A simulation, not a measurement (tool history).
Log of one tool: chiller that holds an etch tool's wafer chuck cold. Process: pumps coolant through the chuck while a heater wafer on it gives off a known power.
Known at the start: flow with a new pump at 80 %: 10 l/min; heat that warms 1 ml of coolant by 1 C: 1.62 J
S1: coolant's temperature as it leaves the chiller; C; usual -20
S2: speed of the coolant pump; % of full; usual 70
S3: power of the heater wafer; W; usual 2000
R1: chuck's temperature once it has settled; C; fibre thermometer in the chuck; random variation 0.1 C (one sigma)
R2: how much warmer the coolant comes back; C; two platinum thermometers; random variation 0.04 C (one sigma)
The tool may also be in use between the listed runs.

run 1 hour=0.0 | S1=-20 S2=70 S3=2000 | R1=-4.7 R2=8.55
run 2 hour=44.3 | S1=-20 S2=70 S3=2000 | R1=-4.5 R2=8.63
run 3 hour=111.2 | S1=-20 S2=70 S3=2000 | R1=-4.6 R2=8.60
run 4 hour=200.9 | S1=-28 S2=70 S3=2000 | R1=-12.6 R2=8.62
run 5 hour=286.8 | S1=-28 S2=70 S3=2000 | R1=-12.6 R2=8.68
run 6 hour=345.5 | S1=-20 S2=70 S3=2000 | R1=-4.6 R2=8.56
run 7 hour=435.8 | S1=-20 S2=70 S3=2000 | R1=-4.7 R2=8.65
run 8 hour=490.0 | S1=-24 S2=70 S3=2000 | R1=-8.5 R2=8.63
run 9 hour=533.6 | S1=-20 S2=100 S3=2000 | R1=-9.0 R2=5.89
run 10 hour=577.9 | S1=-20 S2=100 S3=2000 | R1=-9.3 R2=5.91
run 11 hour=672.7 | S1=-20 S2=82 S3=2000 | R1=-6.8 R2=7.32
run 12 hour=727.5 | S1=-20 S2=82 S3=2000 | R1=-6.8 R2=7.32
run 13 hour=817.2 | S1=-20 S2=82 S3=2000 | R1=-6.9 R2=7.32
run 14 hour=911.6 | S1=-20 S2=70 S3=2000 | R1=-4.6 R2=8.61
run 15 hour=988.4 | S1=-10 S2=73 S3=2339 | R1=7.1 R2=9.74
run 16 hour=1081.0 | S1=-20 S2=63 S3=2812 | R1=3.9 R2=13.77
run 17 hour=1159.9 | S1=-20 S2=96 S3=1457 | R1=-11.7 R2=4.48
run 18 hour=1218.6 | S1=-20 S2=96 S3=1457 | R1=-11.7 R2=4.63
run 19 hour=1308.8 | S1=-20 S2=96 S3=1457 | R1=-11.9 R2=4.61
run 20 hour=1365.1 | S1=-27 S2=90 S3=2634 | R1=-11.1 R2=8.73
run 21 hour=1420.2 | S1=-21 S2=72 S3=2043 | R1=-5.8 R2=8.74
run 22 hour=1493.0 | S1=-21 S2=72 S3=2043 | R1=-5.8 R2=8.65
run 23 hour=1567.1 | S1=-21 S2=72 S3=2043 | R1=-5.6 R2=8.69
run 24 hour=1645.0 | S1=-20 S2=85 S3=2832 | R1=-2.0 R2=9.99
run 25 hour=1726.5 | S1=-20 S2=94 S3=2888 | R1=-3.3 R2=9.15

Forecast run 26:
run 26 hour=1786.5 | S1=-22 S2=96 S3=2961 | R1=? R2=?

Run 26 gave R1 -5.3 C, R2 9.23 C.
Without the tool's hidden state the same run would have given R1 -5.3 C, R2 8.98 C.

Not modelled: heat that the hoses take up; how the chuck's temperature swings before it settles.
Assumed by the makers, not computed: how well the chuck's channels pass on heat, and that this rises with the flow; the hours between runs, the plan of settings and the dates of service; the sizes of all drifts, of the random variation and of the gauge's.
